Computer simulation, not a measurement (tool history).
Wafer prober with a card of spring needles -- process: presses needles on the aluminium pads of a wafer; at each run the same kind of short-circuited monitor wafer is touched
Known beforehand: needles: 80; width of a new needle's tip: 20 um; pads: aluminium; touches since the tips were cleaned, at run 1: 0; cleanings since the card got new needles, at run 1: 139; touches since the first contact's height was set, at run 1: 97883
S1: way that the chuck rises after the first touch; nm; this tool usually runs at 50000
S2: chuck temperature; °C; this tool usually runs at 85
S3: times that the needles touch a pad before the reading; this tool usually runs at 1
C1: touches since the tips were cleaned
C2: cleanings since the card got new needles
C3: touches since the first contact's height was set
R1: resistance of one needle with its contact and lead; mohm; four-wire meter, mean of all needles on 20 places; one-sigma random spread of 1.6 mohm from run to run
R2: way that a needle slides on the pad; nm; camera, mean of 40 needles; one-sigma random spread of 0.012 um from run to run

run   hour     S1   S2  S3    C1   C2      C3   R1     R2
  1    0.0  50000   85   1     0  139   97883  183  10960
      13.9  -- tips cleaned on abrasive film
      27.4  -- tips cleaned on abrasive film
      40.2  -- tips cleaned on abrasive film
  2   46.8  50000   85   1  4238  142  127941  429  10840
      52.5  -- tips cleaned on abrasive film
      63.5  -- height of the first contact set anew
      66.6  -- tips cleaned on abrasive film
      80.0  -- tips cleaned on abrasive film
  3   90.7  50000   85   1  6911  145   17440  482  11060
      93.7  -- tips cleaned on abrasive film
     108.2  -- tips cleaned on abrasive film
  4  118.1  50000   85   1  6429  147   35068  501  11050
     121.2  -- tips cleaned on abrasive film
     135.6  -- tips cleaned on abrasive film
  5  147.0  70000   85   1  7386  149   53638  324  15460
     150.1  -- tips cleaned on abrasive film
     162.4  -- tips cleaned on abrasive film
  6  168.3  48000   85   1  3827  151   67278  445  10540
     176.2  -- tips cleaned on abrasive film
     191.1  -- tips cleaned on abrasive film, once more
  7  198.1  50000   85   1  4532  153   86398  434  10940
     204.1  -- tips cleaned on abrasive film
     218.4  -- tips cleaned on abrasive film
  8  224.6  50000   29   1  4068  155  103465  437  10920
     232.9  -- tips cleaned on abrasive film
     247.2  -- tips cleaned on abrasive film
     261.7  -- tips cleaned on abrasive film
  9  264.7  50000   85   3  1926  158  129181  223  10910
     276.3  -- tips cleaned on abrasive film
     279.1  -- height of the first contact set anew
     290.5  -- tips cleaned on abrasive film
     304.8  -- tips cleaned on abrasive film
 10  305.8  50000   85   3   663  161   17133  194  11080
     317.8  -- tips cleaned on abrasive film
     332.2  -- tips cleaned on abrasive film
 11  341.5  50000   85   3  6046  163   40108  270  11050
     346.6  -- tips cleaned on abrasive film
     361.1  -- tips cleaned on abrasive film
 12  363.9  50000  103   3  1831  165   54466  225  10990
     374.0  -- tips cleaned on abrasive film
     388.1  -- tips cleaned on abrasive film
 13  395.9  50000  103   3  5067  167   75048  284  10990
     401.6  -- tips cleaned on abrasive film
     416.2  -- tips cleaned on abrasive film
     429.9  -- tips cleaned on abrasive film
 14  435.9  50000  103   3  3883  170  100709  266  10920
     443.5  -- tips cleaned on abrasive film
     458.0  -- tips cleaned on abrasive film
     472.5  -- tips cleaned on abrasive film
 15  474.7  42000  103   3  1454  173  125618  239   9110
     485.0  -- tips cleaned on abrasive film
     494.2  -- height of the first contact set anew
     497.3  -- tips cleaned on abrasive film
     511.4  -- tips cleaned on abrasive film
 16  511.8  42000   36   2   292  176   11269  204   9310
     523.9  -- tips cleaned on abrasive film
     537.3  -- tips cleaned on abrasive film
     551.1  -- tips cleaned on abrasive film
 17  555.5  61000   54   1  2833  179   39303  285  13450
     564.1  -- tips cleaned on abrasive film
     579.1  -- tips cleaned on abrasive film
 18  580.4  47000   85   2   872  181   55306  239  10350

For run 19, what comes out?
     591.6  -- tips cleaned on abrasive film
     605.6  -- tips cleaned on abrasive film
     617.6  -- tips cleaned on abrasive film
 19  620.3  47000  85   2  1707  184  80889   ?   ?

R1: 269 mohm
R2: 10300 nm
Were there no unlogged condition in the tool, this run, its random variation unchanged, would have produced R1 156 mohm, R2 10420 nm.

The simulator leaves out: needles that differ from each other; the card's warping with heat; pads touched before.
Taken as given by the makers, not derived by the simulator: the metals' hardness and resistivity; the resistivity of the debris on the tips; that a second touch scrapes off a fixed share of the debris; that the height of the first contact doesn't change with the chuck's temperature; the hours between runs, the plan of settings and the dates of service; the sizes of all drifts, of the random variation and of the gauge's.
